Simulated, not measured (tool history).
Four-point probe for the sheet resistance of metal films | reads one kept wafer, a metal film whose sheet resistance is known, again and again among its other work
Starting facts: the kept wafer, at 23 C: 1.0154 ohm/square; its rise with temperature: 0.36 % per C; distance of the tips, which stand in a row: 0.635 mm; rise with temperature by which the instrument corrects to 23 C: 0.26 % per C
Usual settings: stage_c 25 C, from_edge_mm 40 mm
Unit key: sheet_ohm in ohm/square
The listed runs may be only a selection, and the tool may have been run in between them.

run     day  stage_c  from_edge_mm  sheet_ohm
  1   0.000       25            40   1.021835
  2   2.392       25            40   1.021973
  3   4.700       25            40   1.021961
  4   7.079       32            40   1.028802
  5   9.025       32            40   1.028893
  6  10.221       32             6   1.034844
  7  12.329       25            40   1.021997
  8  14.117       25            40   1.022257
  9  15.883       25            31   1.022749
 10  17.083       25            31   1.022514
 11  18.929       25            36   1.022183
 12  21.608       25            36   1.022490
 13  24.262       25            24   1.022498
 14  26.554       25            24   1.023043
 15  29.333       25            24   1.023235
 16  31.029       25            24   1.023361
 17  32.208       20            40   1.017717
 18  34.338       26            40   1.023575
 19  36.504       25            40   1.022937
 20  38.075       25            40   1.022999
 21  39.712       25            40   1.023151
 22  42.046       25            40   1.023467
 23  43.688       25            40   1.023129
 24  46.233       25            40   1.023742
 25  47.500       21            40   1.019438
 26  48.733       21            40   1.019358
 27  49.892       25             7   1.027612
 28  52.354       31             9   1.031930
 29  54.054       19             5   1.026400
 30  55.675       24            41   1.022583
 31  56.892       24            41   1.022281
 32  59.292       29            22   1.027789
 33  61.458       26            45   1.024594
 34  63.925       34            51   1.032513
 35  65.129       34            51   1.031921
 36  67.950       34            51   1.032652
 37  70.404       34            51   1.032389
 38  72.346       34            51   1.032489
 39  75.012       23            39   1.022457
 40  77.733       25            28   1.024218
 41  79.479       19             4   1.031895
 42  80.925       19             4   1.032262
 43  82.733       19             4   1.032438
 44  85.004       28             4   1.039673

Missing from the log above: 1 entry noted between runs. For each, name the pair of listed runs it sits between and say how the tool's hidden condition differs from the listed run just before to the listed run just after:
In the gap between runs 43 and 44: stage's thermometer calibrated (day 84.604)
  inner tips' distance over the nominal, %: 0.52 -> 0.525; tips' flats over new ones', %: 47 -> 48; wafer's true temperature over the reading, C: 0.34 -> -0.05
  what was measured, less what the result would be without the hidden state, sheet_ohm: +0.007042 -> +0.005681 ohm/square
